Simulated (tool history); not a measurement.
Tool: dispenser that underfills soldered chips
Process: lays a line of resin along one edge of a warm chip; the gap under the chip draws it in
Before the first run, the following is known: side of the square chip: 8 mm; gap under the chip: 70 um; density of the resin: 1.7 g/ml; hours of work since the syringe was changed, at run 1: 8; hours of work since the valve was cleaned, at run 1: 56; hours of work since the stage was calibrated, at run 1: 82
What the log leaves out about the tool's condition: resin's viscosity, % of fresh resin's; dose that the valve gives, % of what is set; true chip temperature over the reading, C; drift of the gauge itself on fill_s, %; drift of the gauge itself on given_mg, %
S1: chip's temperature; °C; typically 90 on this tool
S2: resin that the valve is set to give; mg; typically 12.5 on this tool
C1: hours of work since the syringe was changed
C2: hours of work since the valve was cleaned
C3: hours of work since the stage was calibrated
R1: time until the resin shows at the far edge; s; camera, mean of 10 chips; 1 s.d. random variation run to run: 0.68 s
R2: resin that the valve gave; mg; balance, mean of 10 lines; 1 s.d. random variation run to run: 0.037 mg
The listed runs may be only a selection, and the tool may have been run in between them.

{"run": 1, "day": 0.0, "S1": 90, "S2": 12.5, "C1": 8, "C2": 56, "C3": 82, "R1": 86.4, "R2": 12.14}
{"day": 0.121, "done": "new syringe of resin"}
{"run": 2, "day": 0.25, "S1": 90, "S2": 12.5, "C1": 2, "C2": 60, "C3": 86, "R1": 66.5, "R2": 12.19}
{"run": 3, "day": 0.521, "S1": 90, "S2": 12.5, "C1": 7, "C2": 65, "C3": 91, "R1": 87.6, "R2": 12.18}
{"day": 0.679, "done": "new syringe of resin"}
{"run": 4, "day": 0.808, "S1": 86, "S2": 12.5, "C1": 2, "C2": 70, "C3": 96, "R1": 76.4, "R2": 12.12}
{"run": 5, "day": 1.167, "S1": 90, "S2": 11.5, "C1": 9, "C2": 76, "C3": 102, "R1": 94.6, "R2": 11.06}
{"day": 1.221, "done": "new syringe of resin"}
{"day": 1.5, "done": "dispensing valve cleaned and set on the balance"}
{"run": 6, "day": 1.512, "S1": 90, "S2": 11.5, "C1": 4, "C2": 0, "C3": 107, "R1": 77, "R2": 11.44}
{"run": 7, "day": 1.696, "S1": 84, "S2": 12.5, "C1": 8, "C2": 3, "C3": 111, "R1": 105.3, "R2": 12.47}
{"day": 1.804, "done": "new syringe of resin"}
{"run": 8, "day": 2.096, "S1": 84, "S2": 12.5, "C1": 5, "C2": 10, "C3": 117, "R1": 91.4, "R2": 12.34}
{"day": 2.35, "done": "new syringe of resin"}
{"run": 9, "day": 2.388, "S1": 84, "S2": 12.5, "C1": 1, "C2": 15, "C3": 122, "R1": 75.7, "R2": 12.42}
{"run": 10, "day": 2.671, "S1": 84, "S2": 12.5, "C1": 6, "C2": 20, "C3": 127, "R1": 96.1, "R2": 12.38}
{"day": 2.883, "done": "new syringe of resin"}
{"run": 11, "day": 2.933, "S1": 90, "S2": 12.5, "C1": 1, "C2": 25, "C3": 132, "R1": 63, "R2": 12.28}
{"run": 12, "day": 3.167, "S1": 90, "S2": 12.5, "C1": 5, "C2": 29, "C3": 136, "R1": 77.2, "R2": 12.27}
{"run": 13, "day": 3.346, "S1": 90, "S2": 12.5, "C1": 8, "C2": 32, "C3": 139, "R1": 89.7, "R2": 12.27}
{"day": 3.429, "done": "new syringe of resin"}
{"run": 14, "day": 3.667, "S1": 90, "S2": 12.8, "C1": 4, "C2": 38, "C3": 145, "R1": 73.1, "R2": 12.51}
{"day": 3.988, "done": "new syringe of resin"}
{"run": 15, "day": 4.021, "S1": 80, "S2": 12.5, "C1": 1, "C2": 44, "C3": 151, "R1": 86.7, "R2": 12.2}
{"run": 16, "day": 4.358, "S1": 90, "S2": 13.1, "C1": 7, "C2": 50, "C3": 157, "R1": 83.8, "R2": 12.75}
{"day": 4.517, "done": "new syringe of resin"}
{"run": 17, "day": 4.712, "S1": 90, "S2": 13.1, "C1": 3, "C2": 56, "C3": 163, "R1": 72.8, "R2": 12.8}
{"run": 18, "day": 4.883, "S1": 90, "S2": 13.1, "C1": 6, "C2": 59, "C3": 166, "R1": 84.5, "R2": 12.79}
{"day": 5.075, "done": "new syringe of resin"}
{"run": 19, "day": 5.254, "S1": 90, "S2": 13.1, "C1": 3, "C2": 65, "C3": 172, "R1": 71.6, "R2": 12.73}
{"run": 20, "day": 5.533, "S1": 81, "S2": 12.1, "C1": 8, "C2": 70, "C3": 177, "R1": 119.8, "R2": 11.66}
{"day": 5.625, "done": "new syringe of resin"}
{"run": 21, "day": 5.821, "S1": 85, "S2": 12.6, "C1": 3, "C2": 75, "C3": 182, "R1": 84.7, "R2": 12.06}
{"run": 22, "day": 6.021, "S1": 85, "S2": 12.6, "C1": 7, "C2": 79, "C3": 186, "R1": 100.8, "R2": 12.13}
{"day": 6.179, "done": "new syringe of resin"}
{"day": 6.221, "done": "dispensing valve cleaned and set on the balance"}
{"run": 23, "day": 6.271, "S1": 79, "S2": 12.5, "C1": 1, "C2": 1, "C3": 189, "R1": 90.3, "R2": 12.48}
{"run": 24, "day": 6.479, "S1": 103, "S2": 14.3, "C1": 5, "C2": 5, "C3": 193, "R1": 53.5, "R2": 14.23}
{"day": 6.771, "done": "new syringe of resin"}
{"run": 25, "day": 6.892, "S1": 103, "S2": 14.3, "C1": 2, "C2": 12, "C3": 200, "R1": 47.9, "R2": 14.2}
{"run": 26, "day": 7.125, "S1": 100, "S2": 11.7, "C1": 6, "C2": 16, "C3": 204, "R1": 64.8, "R2": 11.56}
{"day": 7.333, "done": "new syringe of resin"}
{"run": 27, "day": 7.512, "S1": 101, "S2": 10.7, "C1": 3, "C2": 23, "C3": 211, "R1": 54.7, "R2": 10.53}
{"run": 28, "day": 7.842, "S1": 87, "S2": 14.5, "C1": 9, "C2": 28, "C3": 217, "R1": 102.7, "R2": 14.26}
{"day": 7.879, "done": "new syringe of resin"}
{"run": 29, "day": 8.271, "S1": 105, "S2": 13.5, "C1": 7, "C2": 36, "C3": 224, "R1": 57.6, "R2": 13.23}
{"day": 8.433, "done": "new syringe of resin"}
{"run": 30, "day": 8.633, "S1": 105, "S2": 15.4, "C1": 4, "C2": 42, "C3": 230, "R1": 49.7, "R2": 15.09}
{"run": 31, "day": 8.804, "S1": 105, "S2": 15.4, "C1": 7, "C2": 45, "C3": 233, "R1": 56.4, "R2": 15.05}
{"day": 8.992, "done": "new syringe of resin"}
{"run": 32, "day": 8.992, "S1": 78, "S2": 11.4, "C1": 0, "C2": 48, "C3": 236, "R1": 87.2, "R2": 11.11}
{"run": 33, "day": 9.183, "S1": 78, "S2": 11.4, "C1": 3, "C2": 52, "C3": 240, "R1": 101.7, "R2": 11.08}
{"run": 34, "day": 9.488, "S1": 78, "S2": 11.4, "C1": 9, "C2": 57, "C3": 245, "R1": 134.6, "R2": 11.03}
{"day": 9.538, "done": "new syringe of resin"}
{"run": 35, "day": 9.883, "S1": 101, "S2": 16, "C1": 6, "C2": 64, "C3": 252, "R1": 61.5, "R2": 15.44}

Here are 3 independent what-if runs from the current tool condition. What would each one return?
{"day": 10.071, "done": "new syringe of resin"}
{"run": "A", "day": 10.104, "S1": 96, "S2": 12.5, "C1": 1, "C2": 67, "C3": 256, "R1": "?", "R2": "?"}
{"day": 10.071, "done": "new syringe of resin"}
{"run": "B", "day": 10.104, "S1": 94, "S2": 12.1, "C1": 1, "C2": 67, "C3": 256, "R1": "?", "R2": "?"}
{"day": 10.071, "done": "new syringe of resin"}
{"run": "C", "day": 10.104, "S1": 82, "S2": 11.4, "C1": 1, "C2": 67, "C3": 256, "R1": "?", "R2": "?"}

run=A R1=54.7 R2=12.1
run=B R1=58.8 R2=11.69
run=C R1=81.4 R2=11.04
Without the tool's unlogged condition, the same runs would have read:
run=A R1=52.2 R2=12.51
run=B R1=56.1 R2=12.09
run=C R1=77.4 R2=11.41
